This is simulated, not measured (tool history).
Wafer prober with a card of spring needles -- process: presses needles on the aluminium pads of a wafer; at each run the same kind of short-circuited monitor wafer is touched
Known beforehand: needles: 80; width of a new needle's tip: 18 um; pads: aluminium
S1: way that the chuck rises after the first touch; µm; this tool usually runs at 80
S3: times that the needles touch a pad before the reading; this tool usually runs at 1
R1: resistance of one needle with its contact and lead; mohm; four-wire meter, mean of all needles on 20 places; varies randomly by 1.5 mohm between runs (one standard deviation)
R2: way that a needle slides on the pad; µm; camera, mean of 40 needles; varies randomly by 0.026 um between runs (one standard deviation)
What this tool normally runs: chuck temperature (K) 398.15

Run 1, day 0: usual settings. Result: R1 136 mohm, R2 13.75 µm.
At day 0.208: tips cleaned on abrasive film.
At day 0.462: tips cleaned on abrasive film.
Run 2, day 0.546: usual settings but S1 95 µm. Result: R1 131 mohm, R2 16.29 µm.
At day 0.717: tips cleaned on abrasive film.
At day 0.962: tips cleaned on abrasive film.
Run 3, day 1.058: usual settings but S1 95 µm. Result: R1 132 mohm, R2 16.33 µm.
At day 1.233: tips cleaned on abrasive film.
Run 4, day 1.371: usual settings but S1 70 µm. Result: R1 140 mohm, R2 12 µm.
At day 1.471: tips cleaned on abrasive film.
At day 1.717: tips cleaned on abrasive film.
Run 5, day 1.925: usual settings but S1 76 µm. Result: R1 138 mohm, R2 13.06 µm.
At day 1.971: tips cleaned on abrasive film.
Run 6, day 2.192: usual settings. Result: R1 136 mohm, R2 13.69 µm.
At day 2.225: tips cleaned on abrasive film.
At day 2.467: tips cleaned on abrasive film.
Run 7, day 2.688: usual settings but S1 65 µm. Result: R1 141 mohm, R2 11.11 µm.
At day 2.738: tips cleaned on abrasive film.
At day 3: tips cleaned on abrasive film.
Run 8, day 3.054: usual settings but S1 64 µm. Result: R1 143 mohm, R2 10.96 µm.
At day 3.283: tips cleaned on abrasive film.
At day 3.538: tips cleaned on abrasive film.
Run 9, day 3.671: usual settings but S1 74 µm. Result: R1 138 mohm, R2 12.66 µm.
At day 3.788: tips cleaned on abrasive film.
At day 4.038: tips cleaned on abrasive film.
At day 4.292: tips cleaned on abrasive film.
Run 10, day 4.292: usual settings but S1 74 µm. Result: R1 138 mohm, R2 12.65 µm.
At day 4.562: tips cleaned on abrasive film.
At day 4.842: tips cleaned on abrasive film.
Run 11, day 4.875: usual settings but S1 77 µm, chuck temperature (K) 356.15, S3 2. Result: R1 131 mohm, R2 13.09 µm.
At day 5.117: tips cleaned on abrasive film.
At day 5.354: tips cleaned on abrasive film.
Run 12, day 5.462: usual settings but S1 96 µm, chuck temperature (K) 337.15, S3 2. Result: R1 122 mohm, R2 16.35 µm.
At day 5.596: tips cleaned on abrasive film.
At day 5.871: tips cleaned on abrasive film.
Run 13, day 5.9: usual settings but S1 84 µm, chuck temperature (K) 337.15. Result: R1 123 mohm, R2 14.29 µm.
At day 6.112: tips cleaned on abrasive film.
At day 6.383: tips cleaned on abrasive film.
Run 14, day 6.425: usual settings but S1 66 µm, chuck temperature (K) 298.15. Result: R1 123 mohm, R2 11.22 µm.
At day 6.675: tips cleaned on abrasive film.
Run 15, day 6.75: usual settings but S1 66 µm, chuck temperature (K) 368.15. Result: R1 137 mohm, R2 11.18 µm.

5 options for the next run, each taken on its own from the tool as it stands now. Forecast them:
At day 6.967: tips cleaned on abrasive film.
At day 7.25: tips cleaned on abrasive film.
Run A, day 7.333: usual settings but S1 65 µm. Result: R1 ?, R2 ?.
At day 6.967: tips cleaned on abrasive film.
At day 7.25: tips cleaned on abrasive film.
Run B, day 7.333: usual settings. Result: R1 ?, R2 ?.
At day 6.967: tips cleaned on abrasive film.
At day 7.25: tips cleaned on abrasive film.
Run C, day 7.333: usual settings but S1 72 µm, chuck temperature (K) 313.15, S3 2. Result: R1 ?, R2 ?.
At day 6.967: tips cleaned on abrasive film.
At day 7.25: tips cleaned on abrasive film.
Run D, day 7.333: usual settings but S1 83 µm. Result: R1 ?, R2 ?.
At day 6.967: tips cleaned on abrasive film.
At day 7.25: tips cleaned on abrasive film.
Run E, day 7.333: usual settings but S1 66 µm, chuck temperature (K) 367.15. Result: R1 ?, R2 ?.

run   R1     R2
  A  143  10.99
  B  137  13.58
  C  124   12.2
  D  134  14.09
  E  139  11.16
With the hidden condition removed and each run's random variation left untouched, the same runs would have given:
run   R1     R2
  A  143  11.14
  B  137  13.77
  C  124  12.37
  D  134  14.29
  E  139  11.31
